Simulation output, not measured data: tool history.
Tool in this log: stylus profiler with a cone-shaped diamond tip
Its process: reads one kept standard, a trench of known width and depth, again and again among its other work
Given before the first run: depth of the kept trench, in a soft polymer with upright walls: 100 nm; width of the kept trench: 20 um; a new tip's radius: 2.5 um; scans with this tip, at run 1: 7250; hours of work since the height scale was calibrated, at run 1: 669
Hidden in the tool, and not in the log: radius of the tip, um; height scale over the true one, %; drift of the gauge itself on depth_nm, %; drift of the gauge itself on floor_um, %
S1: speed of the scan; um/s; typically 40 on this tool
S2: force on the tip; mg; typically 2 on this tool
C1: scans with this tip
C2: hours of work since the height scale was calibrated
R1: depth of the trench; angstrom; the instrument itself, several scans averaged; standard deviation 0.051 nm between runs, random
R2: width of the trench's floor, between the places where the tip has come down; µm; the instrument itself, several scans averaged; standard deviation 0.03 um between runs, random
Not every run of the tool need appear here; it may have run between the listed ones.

run     day   S1    S2     C1   C2      R1     R2
  1       0   40     2   7250  669  1012.8  18.27
  2   0.892   40     2   7397  682  1012.6  18.23
  3   1.904   40  4.33   7565  698    1020  18.27
  4   2.983   40  4.33   7743  714    1019  18.33
  5   3.579   40     2   7842  723  1012.8  18.23
  6    4.55   40     2   8002  738  1013.8  18.24
  7   5.708   40     2   8194  756  1012.8  18.29
  8   6.488   20     2   8323  767  1013.1  18.35
  9   6.988   20     2   8406  775  1013.5  18.35
 10   7.725   20     2   8527  786  1013.6  18.34
 11   8.242   20     2   8613  794  1013.1  18.37
 12   8.792   40     2   8704  803    1013  18.26
 13  10.025   16     2   8907  821  1013.5  18.33
 14  10.729   16     2   9024  832  1012.9  18.36
 15  11.546   40     2   9159  845  1013.5  18.23
 16  12.533   40     2   9322  860  1013.4  18.21
 17  13.154   40     2   9425  869  1013.9  18.23
 18    14.3   40     2   9614  887  1014.1  18.21
 19  15.421   74     2   9800  904  1013.9  18.03
     15.512  -- height scale calibrated on a step standard
 20  16.304   51     2   9943   12  1014.7   18.2
 21  17.429  144     2  10129   29  1015.7  17.68
 22  18.083  144     2  10237   39  1014.5  17.74
     18.992  -- height scale calibrated on a step standard, once more
 23  19.208  144     2  10420    3  1010.7  17.73
 24  20.312  154   1.1  10602   20  1007.3  17.39
 25    21.5  154   1.1  10799   38  1007.2   17.4
 26  22.071  154   1.1  10893   47  1007.7  17.44
 27  22.754  154   1.1  11006   57  1007.3  17.42
 28  23.779   50  2.25  11176   73  1011.1  18.18
 29  24.471   68  5.35  11290   84  1020.3  18.17
 30  25.221   14  1.92  11414   95  1010.1  18.26
 31   25.75   24   0.9  11501  103  1005.8  18.23
 32  26.946   24   0.9  11699  121  1006.7  18.24
 33  28.046   16   5.3  11881  138  1020.4  18.35
 34  28.746  133  3.54  11997  149  1016.3  17.95
 35  29.575   27  4.33  12134  161  1017.3  18.31
 36   30.45   82  2.01  12279  175  1011.2  17.98
 37  31.162   82  4.31  12396  186  1017.8  18.08
 38    32.1   82  4.31  12551  200  1018.8   18.1
 39  33.254   82  4.31  12743  218  1018.2  18.06
 40  34.354  100   2.3  12924  234  1012.7  17.89
 41  35.375  100   2.3  13093  250  1012.1   17.9
 42  36.175  100   2.3  13225  262    1013  17.93
 43  36.808   30  3.31  13330  272  1016.1  18.25
 44  37.388   30  3.31  13426  281  1015.7  18.26

How the hidden state differs across the entries between the runs, from the last listed run before each to the first after it:
In the gap between runs 19 and 20: height scale calibrated on a step standard (day 15.512)
  radius of the tip, um: 3.2 -> 3.21; height scale over the true one, %: 0.299 -> 0.459
  measured result minus the result with no hidden state, R1: +3.1 -> +4.6 angstrom; R2: -0.19 -> -0.19 µm
In the gap between runs 22 and 23: height scale calibrated on a step standard, once more (day 18.992)
  radius of the tip, um: 3.23 -> 3.24; height scale over the true one, %: 0.467 -> 0.002
  measured result minus the result with no hidden state, R1: +4.7 -> +0.1 angstrom; R2: -0.19 -> -0.2 µm

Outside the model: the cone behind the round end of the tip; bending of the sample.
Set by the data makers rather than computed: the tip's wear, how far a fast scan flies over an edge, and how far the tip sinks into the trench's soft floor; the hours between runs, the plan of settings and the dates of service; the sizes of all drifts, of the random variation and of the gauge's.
